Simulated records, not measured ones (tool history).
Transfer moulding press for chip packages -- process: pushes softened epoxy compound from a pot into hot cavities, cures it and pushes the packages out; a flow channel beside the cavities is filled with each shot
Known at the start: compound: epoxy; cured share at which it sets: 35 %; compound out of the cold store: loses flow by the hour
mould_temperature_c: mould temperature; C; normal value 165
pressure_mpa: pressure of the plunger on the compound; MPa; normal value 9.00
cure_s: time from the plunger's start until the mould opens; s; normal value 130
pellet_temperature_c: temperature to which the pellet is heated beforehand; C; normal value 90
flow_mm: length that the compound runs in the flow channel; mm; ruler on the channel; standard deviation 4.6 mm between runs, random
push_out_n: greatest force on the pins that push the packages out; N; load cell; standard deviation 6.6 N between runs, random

run,hour,mould_temperature_c,pressure_mpa,cure_s,pellet_temperature_c,incoming compound's hours out of the cold store,flow_mm,push_out_n
1,0.0,165,9.00,130,90,21.3,665,428
# hour 17.1: cavities cleaned with cleaning compound and waxed
2,33.6,165,9.00,130,90,46.3,610,336
3,60.0,165,9.00,130,90,13.6,671,410
4,81.4,165,9.00,130,90,11.9,671,441
# hour 93.1: cavities cleaned with cleaning compound and waxed
5,107.4,165,9.00,130,90,26.4,646,331
6,136.8,165,9.00,130,90,26.3,640,408
7,160.0,165,9.00,130,90,42.7,607,439
# hour 168.9: cavities cleaned with cleaning compound and waxed
8,201.1,165,9.00,130,90,18.1,659,363
# hour 209.3: plunger's sealing rings changed
9,239.4,165,9.00,130,90,22.4,685,445
# hour 248.8: cavities cleaned with cleaning compound and waxed
10,280.2,165,9.00,130,90,35.6,652,359
11,318.9,165,9.00,130,90,36.6,641,429
# hour 327.3: cavities cleaned with cleaning compound and waxed
12,344.5,165,9.00,130,90,8.6,707,354
13,378.6,165,9.00,130,90,10.6,706,420
14,399.2,165,9.00,162,90,23.3,670,378
# hour 402.7: cavities cleaned with cleaning compound and waxed
15,428.4,165,7.93,124,90,40.3,604,389
16,458.7,165,7.93,124,90,14.5,645,463
# hour 478.1: cavities cleaned with cleaning compound and waxed
17,479.7,160,9.50,130,90,42.9,667,342
18,506.1,160,9.50,130,90,31.4,696,460
19,534.1,160,7.00,112,84,15.4,617,760
# hour 553.6: cavities cleaned with cleaning compound and waxed
20,571.2,160,7.00,112,84,36.9,570,566
21,613.2,161,9.00,114,90,24.5,677,643
# hour 631.3: cavities cleaned with cleaning compound and waxed
22,639.5,161,9.00,114,90,33.6,656,480
# hour 659.1: mould's thermocouples calibrated
23,678.8,165,10.82,167,81,46.9,681,334
# hour 709.4: cavities cleaned with cleaning compound and waxed
24,709.4,161,6.82,148,98,22.2,585,267
25,744.6,165,9.00,130,97,32.1,643,386
26,767.6,157,9.22,130,81,15.2,708,717
# hour 786.0: cavities cleaned with cleaning compound and waxed
27,795.9,165,8.22,130,90,36.1,607,333

Results for each run, recomputed without the tool's hidden state and with each run's random variation untouched:
Hidden conditions of the tool in this case: true mould temperature over the reading, C; pressure that reaches the compound, % of what is set; grip of the stained cavities, % over clean ones'; drift of the gauge itself on flow_mm, %; drift of the gauge itself on push_out_n, %.
run,flow_mm,push_out_n
1,696,270
2,640,264
3,706,275
4,707,276
5,682,271
6,677,274
7,643,274
8,700,261
9,690,280
10,659,260
11,650,268
12,718,281
13,719,275
14,683,226
15,617,289
16,660,306
17,684,352
18,715,348
19,635,514
20,589,484
21,701,437
22,681,456
23,704,215
24,607,267
25,668,261
26,738,450
27,633,280
